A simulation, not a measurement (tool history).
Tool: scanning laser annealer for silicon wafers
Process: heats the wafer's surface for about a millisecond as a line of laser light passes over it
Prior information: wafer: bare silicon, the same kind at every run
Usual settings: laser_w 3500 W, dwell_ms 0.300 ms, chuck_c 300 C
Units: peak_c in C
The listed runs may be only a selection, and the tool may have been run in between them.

run	day	laser_w	dwell_ms	chuck_c	peak_c
1	0.000	3500	0.300	300	1002
2	1.167	3500	0.300	300	1000
3	2.625	3500	0.300	334	1034
4	3.892	3500	0.300	300	1001
5	5.854	3500	0.300	300	999
6	7.058	3500	0.300	300	999
7	8.867	3500	0.300	300	997
8	10.800	3641	0.300	303	1032
9	12.583	3257	0.301	300	948
# day 12.871: laser's power meter calibrated
10	14.342	3500	0.300	313	1007
# day 16.125: laser's power meter calibrated, once more
11	16.458	3178	0.300	300	927
12	18.079	3178	0.241	300	868
13	19.975	3178	0.241	300	872

Per-run results on a tool with no hidden state, each run keeping its own random variation:
Hidden state at play: light that passes the window, % of a clean one's; laser's true power over the reading, %; width of the line over the set one, %; drift of the gauge itself on peak_c, C.
run	peak_c
1	1030
2	1029
3	1063
4	1031
5	1030
6	1030
7	1030
8	1067
9	980
10	1043
11	957
12	896
13	900
